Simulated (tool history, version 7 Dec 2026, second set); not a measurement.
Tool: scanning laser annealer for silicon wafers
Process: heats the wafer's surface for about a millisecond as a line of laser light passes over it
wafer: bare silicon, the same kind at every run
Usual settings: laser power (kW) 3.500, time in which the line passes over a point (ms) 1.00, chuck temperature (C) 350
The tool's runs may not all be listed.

| run | hour | laser power (kW) | time in which the line passes over a point (ms) | chuck temperature (C) | highest temperature of the surface (C) |
|---|---|---|---|---|---|
| 1 | 0.0 | 3.500 | 1.00 | 350 | 1086 |
| 2 | 32.7 | 3.500 | 1.00 | 342 | 1077 |
| 3 | 61.3 | 3.500 | 1.00 | 342 | 1078 |
| 4 | 87.2 | 3.500 | 1.00 | 342 | 1074 |
| 5 | 136.0 | 3.500 | 1.00 | 342 | 1077 |
| 6 | 186.1 | 3.500 | 1.00 | 389 | 1122 |
|  | 192.2 | window over the wafer cleaned |
| 7 | 221.3 | 3.500 | 1.00 | 389 | 1124 |
| 8 | 272.8 | 3.500 | 1.00 | 350 | 1086 |
| 9 | 305.9 | 3.500 | 1.00 | 350 | 1085 |
| 10 | 352.1 | 3.500 | 0.83 | 350 | 1016 |
| 11 | 395.3 | 3.500 | 1.03 | 350 | 1099 |
| 12 | 419.8 | 3.500 | 1.03 | 350 | 1098 |
| 13 | 464.6 | 3.500 | 1.03 | 350 | 1101 |
| 14 | 504.6 | 3.500 | 1.03 | 350 | 1100 |
| 15 | 533.9 | 3.500 | 1.03 | 350 | 1095 |
| 16 | 578.7 | 3.500 | 1.03 | 350 | 1099 |
| 17 | 606.0 | 3.500 | 1.00 | 373 | 1108 |
| 18 | 660.4 | 3.500 | 1.00 | 373 | 1105 |
| 19 | 690.0 | 3.500 | 1.00 | 373 | 1108 |
| 20 | 721.0 | 3.500 | 1.00 | 350 | 1088 |
| 21 | 768.9 | 3.359 | 0.87 | 344 | 990 |
|  | 777.8 | optics aligned, line set to its width |
| 22 | 807.9 | 3.151 | 1.00 | 350 | 997 |
| 23 | 846.7 | 3.203 | 0.70 | 346 | 894 |
|  | 873.5 | window over the wafer cleaned |
| 24 | 902.6 | 3.203 | 0.70 | 346 | 892 |
| 25 | 950.1 | 3.500 | 1.13 | 350 | 1134 |
| 26 | 988.4 | 3.500 | 1.13 | 313 | 1099 |
| 27 | 1021.8 | 3.685 | 1.00 | 350 | 1135 |
| 28 | 1047.1 | 3.808 | 0.94 | 350 | 1142 |
| 29 | 1084.2 | 3.149 | 0.90 | 381 | 997 |
| 30 | 1114.8 | 3.120 | 1.01 | 374 | 1018 |
| 31 | 1163.8 | 3.451 | 0.82 | 312 | 962 |
| 32 | 1203.4 | 3.407 | 0.96 | 366 | 1064 |
| 33 | 1254.2 | 3.407 | 0.96 | 366 | 1059 |
| 34 | 1277.0 | 3.407 | 0.96 | 366 | 1059 |
| 35 | 1330.1 | 3.407 | 0.96 | 366 | 1060 |
| 36 | 1375.6 | 3.407 | 0.96 | 366 | 1062 |
| 37 | 1400.6 | 3.407 | 0.96 | 366 | 1061 |
| 38 | 1437.0 | 3.407 | 0.96 | 366 | 1063 |
| 39 | 1476.2 | 3.407 | 0.96 | 366 | 1065 |
| 40 | 1498.9 | 3.407 | 0.96 | 366 | 1061 |

3 ways to go on from here, each from the tool as it stands after run 40. What would each give?
|  | 1549.7 | window over the wafer cleaned |
| A | 1549.7 | 3.690 | 0.99 | 350 | ? |
|  | 1549.7 | window over the wafer cleaned |
| B | 1549.7 | 3.512 | 0.80 | 362 | ? |
|  | 1549.7 | window over the wafer cleaned |
| C | 1549.7 | 3.407 | 0.83 | 326 | ? |

| run | highest temperature of the surface (C) |
|---|---|
| A | 1129 |
| B | 1017 |
| C | 972 |
Without the tool's hidden state the same runs would have given:
| run | highest temperature of the surface (C) |
|---|---|
| A | 1130 |
| B | 1017 |
| C | 972 |
